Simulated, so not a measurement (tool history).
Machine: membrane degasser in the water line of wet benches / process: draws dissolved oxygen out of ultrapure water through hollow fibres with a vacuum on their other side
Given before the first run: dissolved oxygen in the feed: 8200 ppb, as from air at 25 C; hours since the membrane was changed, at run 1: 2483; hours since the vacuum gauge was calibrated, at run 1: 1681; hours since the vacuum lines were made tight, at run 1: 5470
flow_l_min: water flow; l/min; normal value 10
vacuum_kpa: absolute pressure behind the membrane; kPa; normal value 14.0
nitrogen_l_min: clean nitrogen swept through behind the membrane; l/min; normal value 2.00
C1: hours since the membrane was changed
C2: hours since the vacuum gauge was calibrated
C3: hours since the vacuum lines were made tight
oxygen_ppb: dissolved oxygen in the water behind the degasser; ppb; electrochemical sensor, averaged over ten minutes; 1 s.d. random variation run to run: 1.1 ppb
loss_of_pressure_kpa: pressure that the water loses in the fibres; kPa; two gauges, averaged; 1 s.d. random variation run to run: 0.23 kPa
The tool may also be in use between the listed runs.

run 1 day=0.000 | flow_l_min=10 vacuum_kpa=14.0 nitrogen_l_min=2.00 | C1=2483 C2=1681 C3=5470 | oxygen_ppb=138.4 loss_of_pressure_kpa=59.95
run 2 day=1.725 | flow_l_min=10 vacuum_kpa=14.0 nitrogen_l_min=2.00 | C1=2525 C2=1723 C3=5511 | oxygen_ppb=135.3 loss_of_pressure_kpa=60.27
run 3 day=3.433 | flow_l_min=10 vacuum_kpa=14.0 nitrogen_l_min=2.38 | C1=2565 C2=1764 C3=5552 | oxygen_ppb=116.8 loss_of_pressure_kpa=60.19
run 4 day=4.850 | flow_l_min=7 vacuum_kpa=14.0 nitrogen_l_min=2.00 | C1=2600 C2=1798 C3=5586 | oxygen_ppb=95.1 loss_of_pressure_kpa=42.25
run 5 day=7.308 | flow_l_min=10 vacuum_kpa=14.0 nitrogen_l_min=2.00 | C1=2658 C2=1857 C3=5645 | oxygen_ppb=136.2 loss_of_pressure_kpa=60.23
run 6 day=9.679 | flow_l_min=10 vacuum_kpa=14.0 nitrogen_l_min=2.00 | C1=2715 C2=1914 C3=5702 | oxygen_ppb=135.6 loss_of_pressure_kpa=60.20
run 7 day=11.154 | flow_l_min=10 vacuum_kpa=14.0 nitrogen_l_min=2.00 | C1=2751 C2=1949 C3=5737 | oxygen_ppb=136.3 loss_of_pressure_kpa=60.31
run 8 day=12.583 | flow_l_min=10 vacuum_kpa=14.0 nitrogen_l_min=2.00 | C1=2785 C2=1983 C3=5772 | oxygen_ppb=137.6 loss_of_pressure_kpa=60.11
-- day=13.112 seals of the vacuum lines changed
run 9 day=14.658 | flow_l_min=10 vacuum_kpa=14.0 nitrogen_l_min=2.00 | C1=2833 C2=2031 C3=37 | oxygen_ppb=138.0 loss_of_pressure_kpa=60.76
run 10 day=17.621 | flow_l_min=10 vacuum_kpa=14.0 nitrogen_l_min=2.00 | C1=2904 C2=2102 C3=108 | oxygen_ppb=135.5 loss_of_pressure_kpa=60.30
run 11 day=20.312 | flow_l_min=10 vacuum_kpa=14.0 nitrogen_l_min=2.29 | C1=2969 C2=2167 C3=173 | oxygen_ppb=119.7 loss_of_pressure_kpa=60.49
run 12 day=23.342 | flow_l_min=10 vacuum_kpa=14.0 nitrogen_l_min=2.29 | C1=3041 C2=2240 C3=246 | oxygen_ppb=122.1 loss_of_pressure_kpa=60.54
run 13 day=24.858 | flow_l_min=10 vacuum_kpa=14.0 nitrogen_l_min=1.52 | C1=3078 C2=2276 C3=282 | oxygen_ppb=177.0 loss_of_pressure_kpa=60.57
run 14 day=26.421 | flow_l_min=10 vacuum_kpa=14.0 nitrogen_l_min=1.13 | C1=3115 C2=2313 C3=319 | oxygen_ppb=228.3 loss_of_pressure_kpa=60.69
run 15 day=29.050 | flow_l_min=10 vacuum_kpa=23.3 nitrogen_l_min=0.81 | C1=3178 C2=2377 C3=382 | oxygen_ppb=548.4 loss_of_pressure_kpa=60.68
run 16 day=31.350 | flow_l_min=10 vacuum_kpa=14.0 nitrogen_l_min=2.36 | C1=3234 C2=2432 C3=438 | oxygen_ppb=118.2 loss_of_pressure_kpa=60.55
run 17 day=34.425 | flow_l_min=10 vacuum_kpa=14.0 nitrogen_l_min=2.36 | C1=3307 C2=2506 C3=512 | oxygen_ppb=117.8 loss_of_pressure_kpa=60.65
run 18 day=37.092 | flow_l_min=10 vacuum_kpa=12.6 nitrogen_l_min=2.00 | C1=3371 C2=2570 C3=576 | oxygen_ppb=123.1 loss_of_pressure_kpa=60.76
run 19 day=39.812 | flow_l_min=10 vacuum_kpa=12.6 nitrogen_l_min=2.00 | C1=3437 C2=2635 C3=641 | oxygen_ppb=120.3 loss_of_pressure_kpa=61.42
run 20 day=42.167 | flow_l_min=10 vacuum_kpa=12.6 nitrogen_l_min=2.00 | C1=3493 C2=2691 C3=697 | oxygen_ppb=123.1 loss_of_pressure_kpa=60.71
run 21 day=44.433 | flow_l_min=9 vacuum_kpa=12.1 nitrogen_l_min=2.00 | C1=3547 C2=2746 C3=752 | oxygen_ppb=102.5 loss_of_pressure_kpa=54.86
run 22 day=46.646 | flow_l_min=14 vacuum_kpa=12.1 nitrogen_l_min=2.00 | C1=3601 C2=2799 C3=805 | oxygen_ppb=164.3 loss_of_pressure_kpa=85.99
run 23 day=49.221 | flow_l_min=7 vacuum_kpa=17.3 nitrogen_l_min=5.25 | C1=3662 C2=2861 C3=867 | oxygen_ppb=49.2 loss_of_pressure_kpa=43.05
run 24 day=51.988 | flow_l_min=7 vacuum_kpa=17.3 nitrogen_l_min=5.25 | C1=3729 C2=2927 C3=933 | oxygen_ppb=49.7 loss_of_pressure_kpa=42.83
run 25 day=53.421 | flow_l_min=9 vacuum_kpa=14.0 nitrogen_l_min=2.00 | C1=3763 C2=2961 C3=967 | oxygen_ppb=122.1 loss_of_pressure_kpa=55.24

Results for each run, recomputed without the tool's hidden state and with each run's random variation untouched:
Hidden state present: membrane still open, %; true pressure behind the membrane over the reading, kPa; air that leaks in behind the membrane, l/min; drift of the gauge itself on oxygen_ppb, %; drift of the gauge itself on loss_of_pressure_kpa, %.
run=1 loss_of_pressure_kpa=59.93
run=2 loss_of_pressure_kpa=60.21
run=3 loss_of_pressure_kpa=60.09
run=4 loss_of_pressure_kpa=42.15
run=5 loss_of_pressure_kpa=60.04
run=6 loss_of_pressure_kpa=59.95
run=7 loss_of_pressure_kpa=60.04
run=8 loss_of_pressure_kpa=59.80
run=9 loss_of_pressure_kpa=60.41
run=10 loss_of_pressure_kpa=59.88
run=11 loss_of_pressure_kpa=60.00
run=12 loss_of_pressure_kpa=59.98
run=13 loss_of_pressure_kpa=59.98
run=14 loss_of_pressure_kpa=60.06
run=15 loss_of_pressure_kpa=59.99
run=16 loss_of_pressure_kpa=59.82
run=17 loss_of_pressure_kpa=59.84
run=18 loss_of_pressure_kpa=59.90
run=19 loss_of_pressure_kpa=60.48
run=20 loss_of_pressure_kpa=59.72
run=21 loss_of_pressure_kpa=53.93
run=22 loss_of_pressure_kpa=84.46
run=23 loss_of_pressure_kpa=42.25
run=24 loss_of_pressure_kpa=41.98
run=25 loss_of_pressure_kpa=54.12
oxygen_ppb: within 0.1 ppb of the measured result in every run.
